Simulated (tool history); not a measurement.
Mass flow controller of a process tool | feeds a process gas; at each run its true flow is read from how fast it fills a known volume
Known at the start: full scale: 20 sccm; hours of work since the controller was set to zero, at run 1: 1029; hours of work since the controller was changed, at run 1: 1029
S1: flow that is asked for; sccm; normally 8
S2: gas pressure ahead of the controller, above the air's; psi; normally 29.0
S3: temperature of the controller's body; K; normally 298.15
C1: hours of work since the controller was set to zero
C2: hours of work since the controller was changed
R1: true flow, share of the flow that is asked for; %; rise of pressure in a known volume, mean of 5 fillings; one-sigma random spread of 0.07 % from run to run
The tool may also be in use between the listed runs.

{"run": 1, "hour": 0.0, "S1": 8, "S2": 29.0, "S3": 298.15, "C1": 1029, "C2": 1029, "R1": 99.09}
{"run": 2, "hour": 65.0, "S1": 8, "S2": 29.0, "S3": 298.15, "C1": 1053, "C2": 1053, "R1": 98.95}
{"run": 3, "hour": 153.8, "S1": 8, "S2": 29.0, "S3": 298.15, "C1": 1086, "C2": 1086, "R1": 99.01}
{"run": 4, "hour": 237.0, "S1": 8, "S2": 29.0, "S3": 294.15, "C1": 1117, "C2": 1117, "R1": 98.68}
{"run": 5, "hour": 362.5, "S1": 8, "S2": 29.0, "S3": 294.15, "C1": 1164, "C2": 1164, "R1": 98.6}
{"run": 6, "hour": 489.9, "S1": 12, "S2": 29.0, "S3": 298.15, "C1": 1212, "C2": 1212, "R1": 99.55}
{"run": 7, "hour": 598.7, "S1": 12, "S2": 29.0, "S3": 298.15, "C1": 1252, "C2": 1252, "R1": 99.61}
{"run": 8, "hour": 674.7, "S1": 7, "S2": 40.5, "S3": 302.15, "C1": 1281, "C2": 1281, "R1": 99.29}
{"run": 9, "hour": 733.1, "S1": 11, "S2": 30.2, "S3": 297.15, "C1": 1302, "C2": 1302, "R1": 99.32}
{"run": 10, "hour": 839.0, "S1": 11, "S2": 30.2, "S3": 297.15, "C1": 1342, "C2": 1342, "R1": 99.33}
{"run": 11, "hour": 899.9, "S1": 11, "S2": 20.7, "S3": 297.15, "C1": 1365, "C2": 1365, "R1": 99.54}
{"run": 12, "hour": 964.8, "S1": 3, "S2": 39.6, "S3": 297.15, "C1": 1389, "C2": 1389, "R1": 98.9}
{"run": 13, "hour": 1089.9, "S1": 3, "S2": 20.5, "S3": 297.15, "C1": 1436, "C2": 1436, "R1": 99.17}
{"run": 14, "hour": 1160.3, "S1": 3, "S2": 20.5, "S3": 297.15, "C1": 1462, "C2": 1462, "R1": 99.22}

How would selected steps in R1 from run to run divide? Give the signed amount a tool lacking its hidden state would still show from settings, what came in and random variation, and the signed amount left for the hidden state, including any gauge scatter that is not in both of the compared results.
Unlogged tool condition in this case: flow at rest that the sensor doesn't see, % of full scale; true flow over the shown one, %; drift of the gauge itself on true_pct, %.
Run 5 -> 6: S1 8 -> 12, S3 294.15 -> 298.15. R1 +0.95 %: hidden state -0.07, all else +1.02.
Run 11 -> 12: S1 11 -> 3, S2 20.7 -> 39.6. R1 -0.64 %: hidden state +0.63, all else -1.27.
